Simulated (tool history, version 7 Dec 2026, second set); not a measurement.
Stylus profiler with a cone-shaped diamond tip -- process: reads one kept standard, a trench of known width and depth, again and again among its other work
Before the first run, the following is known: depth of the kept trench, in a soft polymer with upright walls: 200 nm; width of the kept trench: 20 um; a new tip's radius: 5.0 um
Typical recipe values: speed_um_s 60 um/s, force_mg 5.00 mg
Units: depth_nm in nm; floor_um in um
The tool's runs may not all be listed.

| run | hour | speed_um_s | force_mg | depth_nm | floor_um |
|---|---|---|---|---|---|
| 1 | 0.0 | 60 | 5.00 | 204.31 | 16.71 |
| 2 | 39.6 | 60 | 5.00 | 204.34 | 16.61 |
| 3 | 86.9 | 62 | 5.00 | 204.27 | 16.56 |
| 4 | 107.1 | 62 | 5.00 | 204.29 | 16.53 |
| 5 | 139.2 | 160 | 5.00 | 204.34 | 16.16 |
| 6 | 171.9 | 160 | 5.00 | 204.35 | 16.05 |
| 7 | 202.5 | 160 | 5.00 | 204.27 | 16.03 |
| 8 | 229.0 | 160 | 5.00 | 204.28 | 15.97 |
| 9 | 269.8 | 160 | 5.00 | 204.37 | 15.92 |
| 10 | 291.5 | 160 | 5.97 | 204.92 | 16.02 |
| 11 | 326.5 | 95 | 5.00 | 204.30 | 16.15 |
| 12 | 361.7 | 60 | 5.31 | 204.49 | 16.27 |
| 13 | 406.3 | 77 | 5.00 | 204.48 | 16.16 |
| 14 | 446.1 | 77 | 5.00 | 204.39 | 16.09 |
| 15 | 489.5 | 77 | 5.00 | 204.42 | 16.06 |
| 16 | 530.8 | 24 | 2.99 | 203.21 | 16.23 |
| 17 | 556.6 | 24 | 1.78 | 202.25 | 16.14 |
| 18 | 583.2 | 24 | 1.78 | 202.28 | 16.12 |
| 19 | 605.4 | 24 | 2.40 | 202.72 | 16.11 |
| 20 | 646.7 | 24 | 2.40 | 202.70 | 16.11 |
| 21 | 673.7 | 133 | 11.37 | 207.60 | 15.83 |
| 22 | 693.2 | 142 | 5.00 | 204.43 | 15.56 |
| 23 | 739.8 | 65 | 11.84 | 207.74 | 15.95 |
| 24 | 782.4 | 65 | 11.84 | 207.89 | 15.94 |
| 25 | 810.0 | 189 | 12.82 | 208.26 | 15.58 |
| 26 | 854.8 | 62 | 2.78 | 203.06 | 15.73 |
| 27 | 883.0 | 62 | 2.78 | 203.13 | 15.66 |
| 28 | 907.3 | 162 | 13.60 | 208.62 | 15.57 |

Pick out some run-to-run changes in depth_nm. Of each, how much would a tool without hidden state show as well, from the settings, what came in and chance, and how much is left for the hidden state and any gauge scatter not in both results compared?
Hidden conditions of the tool in this case: radius of the tip, um; height scale over the true one, %; drift of the gauge itself on depth_nm, %; drift of the gauge itself on floor_um, %.
Run 5 -> 6: nothing adjusted, nothing logged. depth_nm +0.01 nm: hidden state +0.02, all else -0.01.
Run 22 -> 23: speed_um_s 142 -> 65, force_mg 5.00 -> 11.84. depth_nm +3.31 nm: hidden state +0.02, all else +3.29.
Run 25 -> 26: speed_um_s 189 -> 62, force_mg 12.82 -> 2.78. depth_nm -5.20 nm: hidden state +0.01, all else -5.21.
Run 27 -> 28: speed_um_s 62 -> 162, force_mg 2.78 -> 13.60. depth_nm +5.49 nm: hidden state +0.02, all else +5.47.
